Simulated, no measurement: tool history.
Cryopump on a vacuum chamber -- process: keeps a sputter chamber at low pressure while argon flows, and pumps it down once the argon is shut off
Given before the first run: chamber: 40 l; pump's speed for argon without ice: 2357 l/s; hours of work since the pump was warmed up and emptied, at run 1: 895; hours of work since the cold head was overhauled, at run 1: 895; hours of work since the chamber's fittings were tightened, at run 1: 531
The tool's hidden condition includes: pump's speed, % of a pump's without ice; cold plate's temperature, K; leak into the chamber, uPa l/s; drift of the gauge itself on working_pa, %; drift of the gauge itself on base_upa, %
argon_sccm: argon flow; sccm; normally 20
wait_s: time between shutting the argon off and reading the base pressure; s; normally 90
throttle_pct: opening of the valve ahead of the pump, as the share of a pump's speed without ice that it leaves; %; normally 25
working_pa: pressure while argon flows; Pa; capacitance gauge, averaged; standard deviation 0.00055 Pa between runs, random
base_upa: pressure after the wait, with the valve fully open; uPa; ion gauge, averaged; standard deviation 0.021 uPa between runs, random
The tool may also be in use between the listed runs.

run     day  argon_sccm  wait_s  throttle_pct  hours of work since the pump was warmed up and emptied  hours of work since the cold head was overhauled  hours of work since the chamber's fittings were tightened  working_pa  base_upa
  1   0.000          20      90            25                                                     895                                               895                                                        531      0.0629      1.48
  2   1.292          20      90            25                                                     916                                               916                                                        551      0.0640      1.65
  3   2.838          20     211            25                                                     940                                               940                                                        576      0.0630      1.55
  4   4.975          20     211            25                                                     974                                               974                                                        610      0.0639      1.61
  5   6.217          20     211            25                                                     994                                               994                                                        629      0.0636      1.72
      7.008  -- pump warmed up, emptied and cooled again
  6   7.746          20     285            25                                                      12                                              1015                                                        650      0.0570      1.28
  7   9.004          20     285            25                                                      32                                              1035                                                        670      0.0577      1.22
  8  10.729          13     285            25                                                      59                                              1062                                                        698      0.0373      1.30
  9  12.567          13     285            25                                                      88                                              1091                                                        727      0.0382      1.33
 10  14.308          13      73            25                                                     116                                              1119                                                        755      0.0376      1.53
 11  15.500          13      73            25                                                     135                                              1138                                                        773      0.0379      1.66
 12  16.612          13      73            25                                                     153                                              1155                                                        791      0.0385      1.71
 13  17.675          13      73            25                                                     169                                              1172                                                        808      0.0375      1.74
 14  19.108          13      73            25                                                     192                                              1195                                                        831      0.0376      1.76
 15  20.342          13      73            25                                                     212                                              1215                                                        850      0.0380      1.84
 16  22.142          13      73            25                                                     240                                              1243                                                        879      0.0384      1.89
 17  24.133          13      73            25                                                     272                                              1275                                                        911      0.0382      1.90
 18  25.979          13      73            25                                                     301                                              1304                                                        940      0.0391      2.00
 19  27.408          21      48            53                                                     324                                              1327                                                        963      0.0295      2.20
 20  29.450          38      23            25                                                     356                                              1359                                                        995      0.1130      2.69
 21  30.792          19      90            20                                                     378                                              1381                                                       1016      0.0710      2.19
 22  32.379          14      90            53                                                     403                                              1406                                                       1041      0.0209      2.23
     32.779  -- leaking fittings of the chamber tightened, without venting
 23  33.904          14      90            53                                                     426                                              1429                                                         18      0.0216      0.39

What will run 24 give?
 24  35.912          14      90            53                                                     458                                              1461                                                         50           ?         ?

working_pa: 0.0208 Pa
base_upa: 0.53 uPa
If the tool had no hidden condition, the same run with the same run-to-run variation would have returned working_pa 0.0189 Pa, base_upa 0.39 uPa.
